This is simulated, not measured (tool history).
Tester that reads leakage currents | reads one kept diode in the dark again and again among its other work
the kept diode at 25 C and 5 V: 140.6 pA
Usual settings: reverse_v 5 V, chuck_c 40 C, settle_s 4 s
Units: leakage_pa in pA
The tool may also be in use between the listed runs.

Run 1, day 0: usual settings. Result: leakage_pa 459.75 pA.
Run 2, day 8.279: usual settings but chuck_c 24 C. Result: leakage_pa 132.69 pA.
Run 3, day 17.542: usual settings but settle_s 0.31 s. Result: leakage_pa 462.57 pA.
Run 4, day 27.2: usual settings. Result: leakage_pa 457.45 pA.
Run 5, day 37.462: usual settings but settle_s 5.77 s. Result: leakage_pa 456.58 pA.
Run 6, day 44.912: usual settings but settle_s 5.77 s. Result: leakage_pa 456.65 pA.
Run 7, day 53.358: usual settings. Result: leakage_pa 452.69 pA.
Run 8, day 63.204: usual settings. Result: leakage_pa 452.77 pA.
Run 9, day 70.867: usual settings. Result: leakage_pa 451.69 pA.
At day 73.642: tester calibrated.
Run 10, day 78.467: usual settings but chuck_c 20 C. Result: leakage_pa 90.62 pA.
Run 11, day 83.496: usual settings but reverse_v 1.02 V. Result: leakage_pa 254.92 pA.
Run 12, day 91.621: usual settings but reverse_v 1.02 V. Result: leakage_pa 253.97 pA.
Run 13, day 99.446: usual settings but reverse_v 1.02 V. Result: leakage_pa 253.55 pA.
Run 14, day 107.267: usual settings but reverse_v 1.19 V. Result: leakage_pa 266.97 pA.
Run 15, day 113.067: usual settings but reverse_v 1.19 V. Result: leakage_pa 266.72 pA.
Run 16, day 121.483: usual settings. Result: leakage_pa 429.52 pA.
Run 17, day 129.221: usual settings. Result: leakage_pa 430.66 pA.
Run 18, day 135.129: usual settings but chuck_c 21 C. Result: leakage_pa 96.81 pA.
Run 19, day 145.525: usual settings but chuck_c 21 C, settle_s 2.48 s. Result: leakage_pa 96.36 pA.
Run 20, day 155.038: usual settings but chuck_c 21 C, settle_s 2.48 s. Result: leakage_pa 95.87 pA.
Run 21, day 162.583: usual settings but reverse_v 2.24 V, settle_s 4.48 s. Result: leakage_pa 323.63 pA.
Run 22, day 170.296: usual settings but reverse_v 7.59 V, chuck_c 35 C, settle_s 6.84 s. Result: leakage_pa 334.14 pA.
Run 23, day 176.412: usual settings but reverse_v 3.11 V, chuck_c 33 C, settle_s 1.1 s. Result: leakage_pa 212.21 pA.
Run 24, day 185.388: usual settings but reverse_v 3.11 V, chuck_c 33 C, settle_s 1.1 s. Result: leakage_pa 210.17 pA.
Run 25, day 190.379: usual settings but reverse_v 3.11 V, chuck_c 33 C, settle_s 1.1 s. Result: leakage_pa 210.33 pA.
Run 26, day 201.488: usual settings but reverse_v 3.21 V, chuck_c 30 C. Result: leakage_pa 167.21 pA.
Run 27, day 206.167: usual settings but reverse_v 6.97 V, chuck_c 22 C, settle_s 0.81 s. Result: leakage_pa 115.35 pA.
At day 206.754: probe card cleaned and baked.
Run 28, day 213.229: usual settings but reverse_v 9.14 V, chuck_c 44 C, settle_s 1.38 s. Result: leakage_pa 684.56 pA.
At day 220.475: chuck's temperature calibrated.
Run 29, day 220.642: usual settings but reverse_v 9.14 V, chuck_c 44 C, settle_s 1.38 s. Result: leakage_pa 746.38 pA.
Run 30, day 231.85: usual settings but reverse_v 9.14 V, chuck_c 44 C, settle_s 1.38 s. Result: leakage_pa 748.1 pA.
Run 31, day 238.504: usual settings but reverse_v 9.14 V, chuck_c 44 C, settle_s 1.38 s. Result: leakage_pa 740.99 pA.
Run 32, day 248.721: usual settings but reverse_v 9.14 V, chuck_c 44 C, settle_s 1.38 s. Result: leakage_pa 737.17 pA.
Run 33, day 255.762: usual settings but reverse_v 9.14 V, chuck_c 44 C, settle_s 1.38 s. Result: leakage_pa 737.3 pA.
At day 259.404: probe card cleaned and baked, once more.
Run 34, day 265.925: usual settings but reverse_v 5.45 V, settle_s 2.27 s. Result: leakage_pa 459.83 pA.
Run 35, day 272.458: usual settings but reverse_v 5.45 V, settle_s 1.14 s. Result: leakage_pa 456.26 pA.
Run 36, day 278.012: usual settings but reverse_v 12.98 V, chuck_c 27 C. Result: leakage_pa 223.82 pA.
Run 37, day 288.679: usual settings but chuck_c 50 C, settle_s 0.65 s. Result: leakage_pa 911.71 pA.
Run 38, day 296.362: usual settings but reverse_v 12.74 V, chuck_c 32 C, settle_s 3.66 s. Result: leakage_pa 330.11 pA.
Run 39, day 304.046: usual settings but reverse_v 12.74 V, chuck_c 32 C, settle_s 3.66 s. Result: leakage_pa 328.14 pA.
Run 40, day 311.179: usual settings but chuck_c 31 C, settle_s 1.76 s. Result: leakage_pa 220.5 pA.

3 ways to go on from here, each from the tool as it stands after run 40. What would each give?
Run A, day 318.388: usual settings but reverse_v 6.34 V. Result: leakage_pa ?.
Run B, day 318.388: usual settings but chuck_c 24 C, settle_s 1.76 s. Result: leakage_pa ?.
Run C, day 318.388: usual settings but reverse_v 1.89 V, chuck_c 31 C, settle_s 0.55 s. Result: leakage_pa ?.

run  leakage_pa
  A      473.84
  B      125.98
  C      159.14
Without the tool's hidden state the same runs would have given:
run  leakage_pa
  A      490.49
  B      130.78
  C      165.17
